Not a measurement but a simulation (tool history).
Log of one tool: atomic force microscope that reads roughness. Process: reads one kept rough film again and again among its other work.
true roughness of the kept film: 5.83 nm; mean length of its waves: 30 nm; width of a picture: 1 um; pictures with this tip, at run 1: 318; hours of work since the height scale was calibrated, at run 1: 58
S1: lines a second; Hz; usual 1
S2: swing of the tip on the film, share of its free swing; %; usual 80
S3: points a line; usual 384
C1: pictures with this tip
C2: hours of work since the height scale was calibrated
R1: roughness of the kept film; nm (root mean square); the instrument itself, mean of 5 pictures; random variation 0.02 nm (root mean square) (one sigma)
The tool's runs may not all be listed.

run,hour,S1,S2,S3,C1,C2,R1
1,0,1,80,384,318,58,4.886
2,6,1,80,384,329,63,4.898
3,13.7,1,80,462,343,68,4.921
4,22.1,1,80,462,359,74,4.915
# hour 24.2: new tip fitted
5,28.3,1,71,462,7,79,5.022
6,36.7,1,80,336,23,85,4.904
7,44.8,1,80,336,38,91,4.894
8,49.5,1,65,384,47,94,5.015
9,58.8,0.57,80,384,64,101,4.969

Forecast run 10:
10,67.1,0.57,80,384,80,107,?

R1: 5.007 nm (root mean square)
Without the tool's hidden state the same run would have given R1 5.012 nm (root mean square).

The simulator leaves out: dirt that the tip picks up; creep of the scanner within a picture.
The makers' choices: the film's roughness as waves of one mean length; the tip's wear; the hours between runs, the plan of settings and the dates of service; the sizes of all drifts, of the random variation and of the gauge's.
